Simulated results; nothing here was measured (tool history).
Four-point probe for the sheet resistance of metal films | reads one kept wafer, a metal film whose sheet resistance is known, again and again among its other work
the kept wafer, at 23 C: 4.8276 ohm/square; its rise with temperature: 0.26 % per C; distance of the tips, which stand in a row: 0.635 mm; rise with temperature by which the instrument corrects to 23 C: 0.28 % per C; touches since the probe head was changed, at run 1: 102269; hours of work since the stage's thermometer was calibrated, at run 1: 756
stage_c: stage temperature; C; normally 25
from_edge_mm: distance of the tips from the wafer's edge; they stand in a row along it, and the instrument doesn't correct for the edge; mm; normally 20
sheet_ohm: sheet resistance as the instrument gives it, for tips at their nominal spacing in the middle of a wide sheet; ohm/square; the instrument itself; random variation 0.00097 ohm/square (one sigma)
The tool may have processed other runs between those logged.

run    hour  stage_c  from_edge_mm  touches since the probe head was changed  hours of work since the stage's thermometer was calibrated  sheet_ohm
  1       0       25            20                                    102269                                                         756   4.793837
  2    74.8       19            20                                    105771                                                         810    4.79617
  3   154.2       21            20                                    109484                                                         866   4.793412
  4   205.1       25            20                                    111867                                                         902    4.78804
  5   252.5       25            19                                    114085                                                         936   4.787449
  6   302.4       25            33                                    116419                                                         972   4.785767
  7   381.1       25            33                                    120106                                                        1028   4.783197
  8   448.4       25            33                                    123254                                                        1076   4.781321
  9   486.5       35            20                                    125036                                                        1103   4.774908
 10   556.9       35            30                                    128331                                                        1153   4.772789
 11   613.6       28             9                                    130984                                                        1193   4.789643
 12   678.8       28             9                                    134035                                                        1240   4.787365
      685.9  -- stage's thermometer calibrated
 13   755.3       25             6                                    137593                                                          49   4.802559
      785.8  -- new probe head fitted
 14     801       25             6                                       711                                                          81   4.847243
 15   841.9       25             6                                      2624                                                         110   4.848506
 16   878.5       28             6                                      4338                                                         136   4.843537
 17   928.7       28             6                                      6688                                                         172   4.842464
 18   980.7       28            20                                      9122                                                         209   4.816123
 19  1055.9       26             4                                     12639                                                         263   4.875822
 20  1121.2       28             4                                     15695                                                         309   4.874049

What if the next run were any one of these 5? Each begins from the tool's condition after run 20:
     1165.3  -- stage's thermometer calibrated, once more
  A  1165.3       23            20                                     17739                                                           0          ?
     1165.3  -- stage's thermometer calibrated, once more
  B  1165.3       35             5                                     17739                                                           0          ?
     1165.3  -- stage's thermometer calibrated, once more
  C  1165.3       22             6                                     17739                                                           0          ?
     1165.3  -- stage's thermometer calibrated, once more
  D  1165.3       28             5                                     17739                                                           0          ?
     1165.3  -- stage's thermometer calibrated, once more
  E  1165.3       18            69                                     17739                                                           0          ?

run  sheet_ohm
  A   4.824619
  B   4.855087
  C   4.854053
  D   4.858639
  E   4.826715
Without the tool's unlogged condition, the same runs would have read:
run  sheet_ohm
  A   4.829821
  B   4.860328
  C   4.859283
  D   4.863878
  E   4.831915
